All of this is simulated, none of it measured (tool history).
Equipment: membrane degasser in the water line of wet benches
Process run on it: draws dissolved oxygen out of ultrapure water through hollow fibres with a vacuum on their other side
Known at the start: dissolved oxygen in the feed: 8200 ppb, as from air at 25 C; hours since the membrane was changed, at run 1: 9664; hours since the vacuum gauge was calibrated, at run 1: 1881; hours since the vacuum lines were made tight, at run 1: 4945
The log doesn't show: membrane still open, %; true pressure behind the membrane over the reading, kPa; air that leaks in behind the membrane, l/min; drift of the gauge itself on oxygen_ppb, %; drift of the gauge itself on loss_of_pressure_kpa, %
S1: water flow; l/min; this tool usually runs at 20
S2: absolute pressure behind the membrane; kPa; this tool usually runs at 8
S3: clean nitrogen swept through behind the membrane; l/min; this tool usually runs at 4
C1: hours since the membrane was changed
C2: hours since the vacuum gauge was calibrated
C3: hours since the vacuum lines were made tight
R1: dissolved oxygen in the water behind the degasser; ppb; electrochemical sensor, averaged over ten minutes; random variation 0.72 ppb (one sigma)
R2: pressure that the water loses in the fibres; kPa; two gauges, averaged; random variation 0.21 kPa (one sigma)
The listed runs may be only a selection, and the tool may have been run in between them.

| run | hour | S1 | S2 | S3 | C1 | C2 | C3 | R1 | R2 |
|---|---|---|---|---|---|---|---|---|---|
| 1 | 0 | 20 | 8 | 4 | 9664 | 1881 | 4945 | 70.4 | 53.59 |
| 2 | 266.5 | 20 | 8 | 4 | 9930 | 2147 | 5211 | 72.4 | 53.67 |
| 3 | 491.6 | 20 | 8 | 4 | 10155 | 2373 | 5436 | 72.4 | 53.56 |
| 4 | 704.4 | 20 | 8 | 4 | 10368 | 2585 | 5649 | 72.3 | 53.77 |
| 5 | 872.3 | 20 | 8 | 7.58 | 10536 | 2753 | 5817 | 45.2 | 54.08 |
| 6 | 1013.8 | 20 | 8 | 7.58 | 10678 | 2895 | 5959 | 44.9 | 54.02 |
| 7 | 1299.2 | 20 | 8 | 7.58 | 10963 | 3180 | 6244 | 43.5 | 54.56 |
| 8 | 1576.6 | 20 | 8 | 7.58 | 11240 | 3458 | 6521 | 45.9 | 54.18 |
| 9 | 1724.8 | 20 | 8 | 6.16 | 11389 | 3606 | 6669 | 53.1 | 54.44 |
| 10 | 1864.7 | 20 | 8 | 6.16 | 11529 | 3746 | 6809 | 52.3 | 54.28 |
| 11 | 2010.6 | 20 | 8 | 6.16 | 11674 | 3891 | 6955 | 53.1 | 54.63 |
| 12 | 2306.4 | 20 | 8 | 6.16 | 11970 | 4187 | 7251 | 54.1 | 54.19 |
| 13 | 2592.9 | 20 | 8.84 | 4 | 12257 | 4474 | 7538 | 84.5 | 54.16 |
| 14 | 2794.5 | 14 | 8 | 4 | 12458 | 4675 | 7739 | 48.4 | 38.18 |

Run 15 comes next. What will it give?
| 15 | 3077.9 | 14 | 8 | 4 | 12742 | 4959 | 8023 | ? | ? |

For run 15 the tool returned R1 47.9 ppb, R2 38.36 kPa.
With the hidden condition absent and the run-to-run variation left alone, this run would have shown R1 42.7 ppb, R2 35.45 kPa.

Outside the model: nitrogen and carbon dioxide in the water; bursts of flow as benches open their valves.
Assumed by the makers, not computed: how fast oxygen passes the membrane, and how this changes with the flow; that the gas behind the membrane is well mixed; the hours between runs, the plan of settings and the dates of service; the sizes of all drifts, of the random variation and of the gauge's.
